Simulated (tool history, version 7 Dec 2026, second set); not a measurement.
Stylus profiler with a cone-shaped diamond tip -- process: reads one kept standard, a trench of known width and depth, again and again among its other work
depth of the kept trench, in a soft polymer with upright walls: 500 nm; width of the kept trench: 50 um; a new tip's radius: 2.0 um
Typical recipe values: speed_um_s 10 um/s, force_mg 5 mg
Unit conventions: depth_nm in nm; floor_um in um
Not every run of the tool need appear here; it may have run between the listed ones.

{"run": 1, "hour": 0.0, "speed_um_s": 10, "force_mg": 5, "depth_nm": 509.23, "floor_um": 47.26}
{"run": 2, "hour": 37.8, "speed_um_s": 10, "force_mg": 5, "depth_nm": 509.45, "floor_um": 47.19}
{"run": 3, "hour": 64.0, "speed_um_s": 10, "force_mg": 5, "depth_nm": 509.26, "floor_um": 47.19}
{"run": 4, "hour": 92.8, "speed_um_s": 10, "force_mg": 5, "depth_nm": 509.5, "floor_um": 47.17}
{"run": 5, "hour": 115.4, "speed_um_s": 10, "force_mg": 5, "depth_nm": 509.28, "floor_um": 47.22}
{"run": 6, "hour": 138.0, "speed_um_s": 11, "force_mg": 5, "depth_nm": 509.27, "floor_um": 47.21}
{"run": 7, "hour": 175.9, "speed_um_s": 11, "force_mg": 5, "depth_nm": 508.94, "floor_um": 47.16}
{"run": 8, "hour": 195.7, "speed_um_s": 11, "force_mg": 5, "depth_nm": 509.25, "floor_um": 47.12}
{"run": 9, "hour": 224.2, "speed_um_s": 11, "force_mg": 5, "depth_nm": 509.3, "floor_um": 47.09}
{"run": 10, "hour": 261.3, "speed_um_s": 9, "force_mg": 5, "depth_nm": 508.85, "floor_um": 47.11}
{"run": 11, "hour": 298.4, "speed_um_s": 9, "force_mg": 5, "depth_nm": 509.23, "floor_um": 47.12}
{"run": 12, "hour": 339.7, "speed_um_s": 9, "force_mg": 5, "depth_nm": 508.8, "floor_um": 47.1}
{"run": 13, "hour": 376.1, "speed_um_s": 6, "force_mg": 5, "depth_nm": 509.07, "floor_um": 47.09}
{"run": 14, "hour": 413.6, "speed_um_s": 2, "force_mg": 5, "depth_nm": 508.72, "floor_um": 47.12}
{"run": 15, "hour": 454.0, "speed_um_s": 10, "force_mg": 5, "depth_nm": 508.82, "floor_um": 47.08}
{"run": 16, "hour": 490.8, "speed_um_s": 10, "force_mg": 5, "depth_nm": 508.47, "floor_um": 47.05}
{"run": 17, "hour": 514.8, "speed_um_s": 4, "force_mg": 5, "depth_nm": 508.8, "floor_um": 47.08}
{"run": 18, "hour": 554.0, "speed_um_s": 4, "force_mg": 5, "depth_nm": 508.5, "floor_um": 47.07}
{"run": 19, "hour": 586.2, "speed_um_s": 10, "force_mg": 3.42, "depth_nm": 506.74, "floor_um": 47.04}
{"run": 20, "hour": 610.2, "speed_um_s": 10, "force_mg": 3.42, "depth_nm": 506.55, "floor_um": 47.01}
{"run": 21, "hour": 636.4, "speed_um_s": 27, "force_mg": 5, "depth_nm": 508.64, "floor_um": 46.94}
{"run": 22, "hour": 667.7, "speed_um_s": 29, "force_mg": 5, "depth_nm": 508.5, "floor_um": 46.91}
{"run": 23, "hour": 691.8, "speed_um_s": 12, "force_mg": 4.5, "depth_nm": 507.96, "floor_um": 46.99}
{"run": 24, "hour": 731.8, "speed_um_s": 3, "force_mg": 6.08, "depth_nm": 509.67, "floor_um": 47.09}
{"run": 25, "hour": 777.5, "speed_um_s": 2, "force_mg": 4.18, "depth_nm": 507.62, "floor_um": 46.96}
{"run": 26, "hour": 820.5, "speed_um_s": 5, "force_mg": 4.25, "depth_nm": 507.17, "floor_um": 46.9}
{"run": 27, "hour": 845.2, "speed_um_s": 33, "force_mg": 5.24, "depth_nm": 508.54, "floor_um": 46.85}
{"run": 28, "hour": 868.4, "speed_um_s": 33, "force_mg": 3.94, "depth_nm": 506.91, "floor_um": 46.78}
{"run": 29, "hour": 909.4, "speed_um_s": 3, "force_mg": 3.94, "depth_nm": 506.56, "floor_um": 46.93}
{"run": 30, "hour": 934.1, "speed_um_s": 3, "force_mg": 3.94, "depth_nm": 507.03, "floor_um": 46.91}
{"hour": 937.0, "done": "height scale calibrated on a step standard"}
{"run": 31, "hour": 982.3, "speed_um_s": 34, "force_mg": 6.09, "depth_nm": 508.96, "floor_um": 46.81}
{"run": 32, "hour": 1013.0, "speed_um_s": 34, "force_mg": 6.09, "depth_nm": 508.77, "floor_um": 46.81}
{"run": 33, "hour": 1052.6, "speed_um_s": 34, "force_mg": 6.09, "depth_nm": 508.29, "floor_um": 46.77}
{"run": 34, "hour": 1092.6, "speed_um_s": 10, "force_mg": 1.76, "depth_nm": 502.3, "floor_um": 46.82}
{"run": 35, "hour": 1138.8, "speed_um_s": 10, "force_mg": 1.76, "depth_nm": 502.29, "floor_um": 46.82}
{"hour": 1161.7, "done": "height scale calibrated on a step standard, once more"}
{"run": 36, "hour": 1184.6, "speed_um_s": 8, "force_mg": 6.86, "depth_nm": 511.7, "floor_um": 46.88}
{"run": 37, "hour": 1203.8, "speed_um_s": 5, "force_mg": 6.41, "depth_nm": 511.18, "floor_um": 46.81}
{"run": 38, "hour": 1247.8, "speed_um_s": 5, "force_mg": 6.41, "depth_nm": 511.03, "floor_um": 46.74}
{"run": 39, "hour": 1290.3, "speed_um_s": 10, "force_mg": 10.92, "depth_nm": 515.56, "floor_um": 46.72}
{"run": 40, "hour": 1336.1, "speed_um_s": 22, "force_mg": 13.05, "depth_nm": 517.81, "floor_um": 46.73}
{"run": 41, "hour": 1362.3, "speed_um_s": 22, "force_mg": 13.05, "depth_nm": 517.94, "floor_um": 46.74}
{"run": 42, "hour": 1394.9, "speed_um_s": 12, "force_mg": 6.62, "depth_nm": 511.22, "floor_um": 46.69}
{"run": 43, "hour": 1440.5, "speed_um_s": 10, "force_mg": 6.62, "depth_nm": 511.1, "floor_um": 46.78}
{"run": 44, "hour": 1469.7, "speed_um_s": 10, "force_mg": 3.08, "depth_nm": 506.7, "floor_um": 46.67}

Hidden state or all else? Some run-to-run changes of depth_nm, split into what the settings, what came in and random variation would give without the hidden state, and what is left for the hidden state (with any gauge scatter that isn't in both results):
What the log doesn't record here: radius of the tip, um; height scale over the true one, %; drift of the gauge itself on depth_nm, %; drift of the gauge itself on floor_um, %.
Run 17 -> 18: settings left as they were, no log entry in between. depth_nm -0.3 nm: hidden state -0.06, all else -0.24.
Run 30 -> 31: speed_um_s 3 -> 34, force_mg 3.94 -> 6.09, height scale calibrated on a step standard. depth_nm +1.93 nm: hidden state -0.91, all else +2.84.
Run 33 -> 34: speed_um_s 34 -> 10, force_mg 6.09 -> 1.76. depth_nm -5.99 nm: hidden state +0, all else -5.99.
Run 35 -> 36: speed_um_s 10 -> 8, force_mg 1.76 -> 6.86, height scale calibrated on a step standard, once more. depth_nm +9.41 nm: hidden state +2.26, all else +7.15.
Run 41 -> 42: speed_um_s 22 -> 12, force_mg 13.05 -> 6.62. depth_nm -6.72 nm: hidden state -0.03, all else -6.69.
